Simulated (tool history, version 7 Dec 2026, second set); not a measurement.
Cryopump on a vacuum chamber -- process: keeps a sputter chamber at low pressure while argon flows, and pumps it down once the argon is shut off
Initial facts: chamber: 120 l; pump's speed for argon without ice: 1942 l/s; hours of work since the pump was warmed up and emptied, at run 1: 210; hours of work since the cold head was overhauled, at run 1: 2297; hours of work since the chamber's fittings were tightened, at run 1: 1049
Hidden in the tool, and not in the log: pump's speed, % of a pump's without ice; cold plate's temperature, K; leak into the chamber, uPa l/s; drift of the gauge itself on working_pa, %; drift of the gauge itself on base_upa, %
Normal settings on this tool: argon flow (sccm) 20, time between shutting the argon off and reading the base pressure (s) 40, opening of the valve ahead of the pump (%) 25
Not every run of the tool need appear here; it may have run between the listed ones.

run	hour	argon flow (sccm)	time between shutting the argon off and reading the base pressure (s)	opening of the valve ahead of the pump (%)	hours of work since the pump was warmed up and emptied	hours of work since the cold head was overhauled	hours of work since the chamber's fittings were tightened	pressure while argon flows (Pa)	pressure after the wait (uPa)
1	0.0	20	40	25	210	2297	1049	0.0718	2.06
2	71.7	18	40	25	256	2343	1096	0.0648	2.00
# hour 88.4: leaking fittings of the chamber tightened, without venting
3	142.9	20	258	25	301	2388	35	0.0726	0.43
4	190.4	20	40	49	332	2418	66	0.0388	1.77
5	244.6	20	40	19	367	2453	101	0.0945	1.81
6	320.2	20	40	52	416	2502	150	0.0371	1.79
# hour 397.5: pump warmed up, emptied and cooled again
7	423.2	20	40	25	17	2566	213	0.0696	1.83
8	474.1	10	40	25	49	2599	246	0.0355	1.82
9	570.0	10	40	25	111	2661	308	0.0353	1.81
10	654.7	10	40	25	166	2715	363	0.0348	1.89
11	719.3	20	40	25	208	2757	405	0.0715	1.89
12	805.5	20	40	25	264	2813	460	0.0722	1.88
13	889.3	19	40	25	318	2867	514	0.0691	1.98
14	967.3	20	40	17	368	2917	565	0.1048	1.88
15	1044.3	20	40	17	418	2967	615	0.1061	2.00
# hour 1112.5: pump warmed up, emptied and cooled again
16	1133.4	20	40	17	13	3021	669	0.1032	1.93
17	1215.5	20	40	46	67	3074	722	0.0391	1.89
18	1307.3	18	112	18	126	3134	781	0.0883	0.96
19	1392.2	20	21	56	181	3189	836	0.0329	3.40
20	1475.1	11	29	16	234	3242	890	0.0613	2.54
21	1579.0	11	29	16	301	3309	957	0.0614	2.67
22	1687.9	11	29	16	372	3380	1027	0.0615	2.65
23	1763.4	11	29	16	421	3429	1076	0.0617	2.61
# hour 1810.7: leaking fittings of the chamber tightened, without venting
24	1818.4	11	40	25	455	3463	5	0.0397	1.75
# hour 1831.2: pump warmed up, emptied and cooled again
25	1880.4	36	58	25	32	3500	42	0.1269	1.31
26	1947.9	36	58	25	75	3543	85	0.1283	1.29
27	1995.8	20	40	24	106	3574	116	0.0738	1.69
28	2101.7	20	40	24	175	3643	185	0.0748	1.80
29	2182.1	14	191	23	227	3695	237	0.0549	0.58
30	2276.2	14	191	23	288	3756	298	0.0547	0.64
31	2334.6	14	191	23	325	3793	335	0.0550	0.59
32	2406.1	14	191	23	372	3840	382	0.0550	0.61
33	2502.1	15	32	54	434	3902	444	0.0275	2.29
# hour 2550.1: pump warmed up, emptied and cooled again
34	2584.1	25	286	16	22	3951	493	0.1359	0.50

Below are 4 alternative next runs, each starting from the tool's condition after run 34. Predict each:
A	2689.9	10	286	16	90	4020	562	?	?
B	2689.9	20	21	25	90	4020	562	?	?
C	2689.9	13	88	26	90	4020	562	?	?
D	2689.9	20	135	25	90	4020	562	?	?

run	pressure while argon flows (Pa)	pressure after the wait (uPa)
A	0.0551	0.55
B	0.0705	3.32
C	0.0440	0.97
D	0.0710	0.80
With the hidden condition removed and each run's random variation left untouched, the same runs would have given:
run	pressure while argon flows (Pa)	pressure after the wait (uPa)
A	0.0546	0.39
B	0.0695	3.15
C	0.0433	0.81
D	0.0700	0.63
